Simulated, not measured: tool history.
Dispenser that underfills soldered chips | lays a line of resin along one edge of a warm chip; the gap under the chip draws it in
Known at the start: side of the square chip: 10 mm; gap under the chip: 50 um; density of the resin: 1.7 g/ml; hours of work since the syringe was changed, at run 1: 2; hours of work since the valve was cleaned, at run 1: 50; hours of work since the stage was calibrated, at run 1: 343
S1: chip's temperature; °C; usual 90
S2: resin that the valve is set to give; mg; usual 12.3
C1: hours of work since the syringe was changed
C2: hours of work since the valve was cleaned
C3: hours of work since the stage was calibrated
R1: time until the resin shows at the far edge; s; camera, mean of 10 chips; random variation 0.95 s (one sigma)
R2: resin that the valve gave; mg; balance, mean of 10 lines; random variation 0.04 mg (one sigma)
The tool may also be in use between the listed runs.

run   hour   S1    S2  C1  C2   C3     R1     R2
  1    0.0   90  12.3   2  50  343  114.9  11.91
  2   10.2   76  12.3   9  56  349  311.0  11.99
      12.0  -- new syringe of resin
  3   17.4   76  12.3   4  61  354  208.7  11.82
      26.8  -- new syringe of resin
  4   27.6   90  12.3   1  67  361  102.4  11.72
      30.2  -- dispensing valve cleaned and set on the balance
  5   38.7   90  12.3   7   6  367  164.8  12.27
      43.1  -- new syringe of resin
  6   50.5   90  12.3   5  13  375  143.1  12.23
      58.1  -- new syringe of resin
  7   61.2   90  12.3   2  20  382  115.3  12.15
  8   67.7   81  12.3   6  24  386  219.2  12.07
      73.0  -- new syringe of resin
  9   78.5   81  12.3   4  31  393  177.7  12.00
 10   86.6   81  15.9   9  36  398  253.5  15.54
      88.6  -- new syringe of resin
 11   97.7   96  15.9   6  44  405  123.3  15.49
     103.8  -- new syringe of resin
 12  108.2  104  10.9   3  50  412   79.9  10.60
 13  116.1  104  10.9   8  55  417  117.0  10.55
     119.3  -- new syringe of resin
 14  126.8  104  10.9   5  62  424   91.8  10.37
     134.9  -- new syringe of resin
 15  135.7  104  10.9   1  68  429   70.1  10.44

3 ways to go on from here, each from the tool as it stands after run 15. What would each give?
     137.7  -- dispensing valve cleaned and set on the balance
  A  147.6  91  11.0   8   7  437   ?   ?
     137.7  -- dispensing valve cleaned and set on the balance
  B  147.6  96  13.7   8   7  437   ?   ?
     137.7  -- dispensing valve cleaned and set on the balance
  C  147.6  83  10.9   8   7  437   ?   ?

run     R1     R2
  A  176.0  11.00
  B  140.4  13.59
  C  232.2  10.89
Without the tool's hidden state the same runs would have given:
run     R1     R2
  A   89.6  11.04
  B   72.0  13.64
  C  118.0  10.93
